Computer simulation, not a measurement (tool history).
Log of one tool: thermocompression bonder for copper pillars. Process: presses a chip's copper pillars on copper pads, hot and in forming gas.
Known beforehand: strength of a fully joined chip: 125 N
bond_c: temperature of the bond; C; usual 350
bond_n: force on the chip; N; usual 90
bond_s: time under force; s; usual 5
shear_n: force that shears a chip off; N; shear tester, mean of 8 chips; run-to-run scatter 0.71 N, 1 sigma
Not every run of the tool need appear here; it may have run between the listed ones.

Run 1, day 0: usual settings. Result: shear_n 72.7 N.
Run 2, day 1.179: usual settings. Result: shear_n 73.3 N.
Run 3, day 2.296: usual settings. Result: shear_n 73.9 N.
At day 3.871: forming gas filter changed.
Run 4, day 4.179: usual settings. Result: shear_n 74.8 N.
Run 5, day 5.904: usual settings but bond_s 10 s. Result: shear_n 89.3 N.
Run 6, day 8.125: usual settings. Result: shear_n 74.1 N.
Run 7, day 10.35: usual settings. Result: shear_n 75.6 N.
Run 8, day 11.8: usual settings but bond_s 4 s. Result: shear_n 68.4 N.
Run 9, day 13.112: usual settings but bond_c 322 C, bond_s 4 s. Result: shear_n 50.6 N.
Run 10, day 15.15: usual settings but bond_c 322 C, bond_s 4 s. Result: shear_n 50.4 N.
Run 11, day 16.842: usual settings but bond_s 4 s. Result: shear_n 68.6 N.
Run 12, day 17.942: usual settings but bond_s 4 s. Result: shear_n 68.1 N.
Run 13, day 19.221: usual settings but bond_c 351 C, bond_s 4 s. Result: shear_n 68.6 N.
Run 14, day 20.196: usual settings but bond_c 351 C, bond_s 4 s. Result: shear_n 69.4 N.
Run 15, day 22.212: usual settings but bond_c 351 C, bond_s 7 s. Result: shear_n 82.4 N.
Run 16, day 23.442: usual settings but bond_c 351 C, bond_s 7 s. Result: shear_n 83.6 N.
Run 17, day 25.5: usual settings but bond_c 351 C, bond_s 7 s. Result: shear_n 82 N.
Run 18, day 27.646: usual settings but bond_c 351 C, bond_s 7 s. Result: shear_n 81.8 N.
Run 19, day 29.158: usual settings but bond_c 351 C, bond_n 99 N, bond_s 7 s. Result: shear_n 85.2 N.
At day 29.867: forming gas filter changed.
Run 20, day 30.654: usual settings. Result: shear_n 73 N.
Run 21, day 32.367: usual settings. Result: shear_n 74.9 N.
Run 22, day 33.321: usual settings but bond_c 332 C, bond_n 61 N, bond_s 4 s. Result: shear_n 45.5 N.
At day 33.538: heater calibrated with a thermocouple chip.
Run 23, day 35.112: usual settings but bond_c 325 C, bond_n 106 N, bond_s 3 s. Result: shear_n 52.5 N.
Run 24, day 36.746: usual settings but bond_c 325 C, bond_n 107 N, bond_s 4 s. Result: shear_n 59.4 N.

Expected results for the next run?
Run 25, day 37.738: usual settings but bond_c 325 C, bond_n 107 N, bond_s 4 s. Result: shear_n ?.

shear_n: 58.6 N
Were there no unlogged condition in the tool, this run, its random variation unchanged, would have produced shear_n 58.8 N.

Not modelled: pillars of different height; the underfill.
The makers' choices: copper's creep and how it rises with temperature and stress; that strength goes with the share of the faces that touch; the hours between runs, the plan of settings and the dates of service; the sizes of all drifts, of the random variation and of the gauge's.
